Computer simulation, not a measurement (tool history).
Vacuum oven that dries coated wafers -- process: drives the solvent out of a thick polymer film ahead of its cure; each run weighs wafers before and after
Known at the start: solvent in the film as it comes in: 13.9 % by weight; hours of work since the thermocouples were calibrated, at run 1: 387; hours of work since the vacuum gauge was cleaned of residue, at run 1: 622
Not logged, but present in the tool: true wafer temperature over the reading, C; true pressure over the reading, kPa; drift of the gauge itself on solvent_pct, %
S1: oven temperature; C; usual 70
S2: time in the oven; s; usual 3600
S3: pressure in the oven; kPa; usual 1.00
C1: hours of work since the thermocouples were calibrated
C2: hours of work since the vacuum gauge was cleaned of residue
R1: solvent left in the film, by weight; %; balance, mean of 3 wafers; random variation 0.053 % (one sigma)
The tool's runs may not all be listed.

run	hour	S1	S2	S3	C1	C2	R1
1	0.0	70	3600	1.00	387	622	1.90
2	79.3	70	3600	1.00	439	673	2.00
3	164.9	70	3600	0.71	495	729	1.81
4	247.1	70	3600	0.71	548	783	1.93
5	290.6	77	3600	0.71	577	811	0.70
6	339.3	77	3600	0.71	608	843	0.84
7	417.0	70	3600	1.00	659	894	2.14
8	490.6	70	3600	1.00	707	942	2.08
9	540.6	70	3600	1.00	740	974	2.13
10	621.5	70	3600	1.00	792	1027	2.23
11	667.8	70	3600	1.00	823	1057	2.23
12	731.7	70	3600	3.82	864	1099	4.37
13	798.7	70	3600	3.82	908	1143	4.33
14	875.5	70	3600	3.82	958	1193	4.54
15	917.1	70	3600	0.64	985	1220	2.10
16	977.8	70	3600	1.00	1025	1259	2.42
17	1013.4	70	3600	1.00	1048	1283	2.36
18	1086.8	70	3600	1.00	1096	1330	2.42
19	1166.5	58	2880	3.14	1148	1382	8.87
20	1240.5	58	2880	3.14	1196	1431	9.12
21	1292.0	58	2880	0.79	1230	1464	7.00
22	1370.9	63	2880	0.61	1281	1516	5.17
23	1428.1	63	2880	0.61	1318	1553	5.36
24	1473.5	63	2880	0.61	1348	1583	5.19
# hour 1526.4: vacuum gauge cleaned of residue and calibrated
25	1546.2	58	3600	1.00	1394	13	6.02
26	1606.5	58	3600	1.00	1434	52	6.06
27	1651.2	65	3720	2.90	1463	81	5.21
28	1700.6	65	3720	2.90	1495	114	5.22
29	1748.9	65	3720	2.90	1527	145	5.26
30	1826.6	70	2340	1.00	1577	196	3.78
31	1893.9	81	2580	1.97	1621	240	1.47
32	1973.1	68	5640	1.37	1673	291	2.05
33	2024.1	68	5640	1.37	1706	325	2.16
34	2098.0	58	5880	1.37	1754	373	5.14
# hour 2129.7: oven's thermocouples calibrated
35	2185.8	58	5880	1.37	37	429	4.19

Alternative continuations, all from the tool just after run 35; predict every row:
A	2256.4	63	3360	1.37	83	475	?
B	2256.4	64	3600	3.42	83	475	?
C	2256.4	73	3660	1.37	83	475	?
D	2256.4	70	2400	1.00	83	475	?
E	2256.4	83	3600	1.00	83	475	?

run	R1
A	4.37
B	5.65
C	1.65
D	3.14
E	0.56
Without the tool's unlogged condition, the same runs would have read:
run	R1
A	4.09
B	5.37
C	1.47
D	2.91
E	0.47

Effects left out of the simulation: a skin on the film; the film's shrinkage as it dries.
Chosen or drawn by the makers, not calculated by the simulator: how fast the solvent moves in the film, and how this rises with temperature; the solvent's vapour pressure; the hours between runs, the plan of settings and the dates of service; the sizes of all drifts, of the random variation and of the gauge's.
